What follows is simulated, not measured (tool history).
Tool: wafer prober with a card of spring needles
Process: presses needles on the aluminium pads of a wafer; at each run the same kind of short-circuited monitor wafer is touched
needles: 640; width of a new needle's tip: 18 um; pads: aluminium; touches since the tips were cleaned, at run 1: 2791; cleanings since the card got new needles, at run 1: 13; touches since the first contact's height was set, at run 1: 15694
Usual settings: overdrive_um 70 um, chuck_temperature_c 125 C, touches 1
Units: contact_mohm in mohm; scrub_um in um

| run | day | overdrive_um | chuck_temperature_c | touches | touches since the tips were cleaned | cleanings since the card got new needles | touches since the first contact's height was set | contact_mohm | scrub_um |
|---|---|---|---|---|---|---|---|---|---|
| 1 | 0.000 | 70 | 125 | 1 | 2791 | 13 | 15694 | 195 | 18.74 |
|  | 0.471 | tips cleaned on abrasive film |
| 2 | 1.308 | 70 | 125 | 1 | 5381 | 14 | 24059 | 218 | 18.69 |
|  | 1.412 | tips cleaned on abrasive film |
|  | 2.358 | tips cleaned on abrasive film |
| 3 | 2.967 | 70 | 125 | 1 | 3905 | 16 | 34617 | 209 | 18.67 |
|  | 3.292 | tips cleaned on abrasive film |
|  | 4.208 | tips cleaned on abrasive film |
| 4 | 4.683 | 70 | 125 | 1 | 3028 | 18 | 45552 | 210 | 18.61 |
|  | 5.196 | tips cleaned on abrasive film |
| 5 | 5.938 | 70 | 125 | 1 | 4750 | 19 | 53571 | 211 | 18.58 |
|  | 6.100 | tips cleaned on abrasive film |
|  | 7.092 | tips cleaned on abrasive film |
| 6 | 7.542 | 70 | 125 | 1 | 2873 | 21 | 63777 | 202 | 18.53 |
|  | 8.021 | tips cleaned on abrasive film |
|  | 8.450 | height of the first contact set anew |
| 7 | 8.546 | 70 | 125 | 1 | 3283 | 22 | 604 | 207 | 18.82 |
|  | 9.038 | tips cleaned on abrasive film |
| 8 | 9.496 | 70 | 125 | 1 | 2927 | 23 | 6655 | 200 | 18.77 |
|  | 10.029 | tips cleaned on abrasive film |
| 9 | 10.571 | 70 | 125 | 1 | 3450 | 24 | 13514 | 202 | 18.71 |
|  | 11.033 | tips cleaned on abrasive film |
| 10 | 11.871 | 70 | 125 | 1 | 5367 | 25 | 21834 | 217 | 18.70 |
|  | 11.983 | tips cleaned on abrasive film |
|  | 12.900 | tips cleaned on abrasive film |
| 11 | 13.300 | 70 | 125 | 1 | 2553 | 27 | 30923 | 204 | 18.68 |
|  | 13.871 | tips cleaned on abrasive film |
|  | 14.850 | tips cleaned on abrasive film |
| 12 | 14.912 | 70 | 125 | 1 | 419 | 29 | 41205 | 172 | 18.66 |
|  | 15.758 | tips cleaned on abrasive film |
| 13 | 16.475 | 70 | 125 | 1 | 4597 | 30 | 51175 | 218 | 18.53 |
|  | 16.738 | tips cleaned on abrasive film |
| 14 | 17.275 | 70 | 125 | 1 | 3438 | 31 | 56281 | 212 | 18.60 |
|  | 17.758 | tips cleaned on abrasive film |
| 15 | 17.967 | 70 | 125 | 1 | 1346 | 32 | 60691 | 182 | 18.52 |
|  | 18.667 | tips cleaned on abrasive film |
|  | 19.362 | height of the first contact set anew |
|  | 19.596 | tips cleaned on abrasive film |
| 16 | 19.600 | 70 | 125 | 1 | 40 | 34 | 1499 | 165 | 18.74 |
|  | 20.521 | tips cleaned on abrasive film |
| 17 | 21.121 | 70 | 112 | 2 | 3829 | 35 | 11197 | 190 | 18.75 |
|  | 21.529 | tips cleaned on abrasive film |
|  | 22.446 | tips cleaned on abrasive film |
| 18 | 22.771 | 52 | 33 | 2 | 2087 | 37 | 21717 | 189 | 13.83 |
|  | 23.467 | tips cleaned on abrasive film |
| 19 | 23.658 | 52 | 33 | 2 | 1221 | 38 | 27375 | 183 | 13.81 |
| 20 | 24.342 | 52 | 33 | 2 | 5613 | 38 | 31767 | 231 | 13.85 |
|  | 24.467 | tips cleaned on abrasive film |
|  | 25.404 | tips cleaned on abrasive film |
| 21 | 25.783 | 52 | 33 | 2 | 2450 | 40 | 40944 | 193 | 13.79 |
|  | 26.329 | tips cleaned on abrasive film |
|  | 27.300 | tips cleaned on abrasive film |
| 22 | 27.371 | 56 | 78 | 2 | 473 | 42 | 51063 | 167 | 14.79 |
|  | 28.212 | tips cleaned on abrasive film |
| 23 | 28.612 | 56 | 78 | 2 | 2548 | 43 | 58965 | 200 | 14.83 |
|  | 29.162 | tips cleaned on abrasive film |
| 24 | 29.767 | 85 | 77 | 2 | 3868 | 44 | 66335 | 167 | 22.54 |
|  | 30.088 | tips cleaned on abrasive film |
|  | 30.275 | height of the first contact set anew |
| 25 | 30.808 | 85 | 77 | 2 | 4553 | 45 | 3434 | 172 | 22.78 |
|  | 31.029 | tips cleaned on abrasive film |
| 26 | 31.588 | 85 | 34 | 2 | 3580 | 46 | 8381 | 161 | 22.79 |
|  | 31.938 | tips cleaned on abrasive film |
|  | 32.888 | tips cleaned on abrasive film |
| 27 | 33.271 | 69 | 30 | 2 | 2444 | 48 | 19117 | 172 | 18.44 |
|  | 33.842 | tips cleaned on abrasive film |
|  | 34.862 | tips cleaned on abrasive film |
| 28 | 34.862 | 69 | 48 | 2 | 0 | 50 | 29270 | 145 | 18.38 |
|  | 35.875 | tips cleaned on abrasive film |
| 29 | 36.058 | 70 | 46 | 1 | 1170 | 51 | 36896 | 175 | 18.68 |
|  | 36.779 | tips cleaned on abrasive film |
| 30 | 37.267 | 87 | 38 | 3 | 3119 | 52 | 44592 | 149 | 23.20 |
|  | 37.758 | tips cleaned on abrasive film |
| 31 | 38.167 | 87 | 38 | 3 | 2603 | 53 | 50339 | 148 | 23.12 |
|  | 38.721 | tips cleaned on abrasive film |
|  | 39.658 | tips cleaned on abrasive film |
| 32 | 39.683 | 70 | 34 | 2 | 146 | 55 | 59993 | 149 | 18.51 |

Forecast each of these 3 alternatives for the next run:
| A | 40.542 | 55 | 125 | 3 | 5668 | 55 | 65515 | ? | ? |
| B | 40.542 | 70 | 29 | 2 | 5668 | 55 | 65515 | ? | ? |
| C | 40.542 | 66 | 28 | 1 | 5668 | 55 | 65515 | ? | ? |

| run | contact_mohm | scrub_um |
|---|---|---|
| A | 205 | 14.47 |
| B | 188 | 18.50 |
| C | 239 | 17.46 |
Without the tool's hidden state the same runs would have given:
| run | contact_mohm | scrub_um |
|---|---|---|
| A | 161 | 14.71 |
| B | 135 | 18.74 |
| C | 140 | 17.70 |
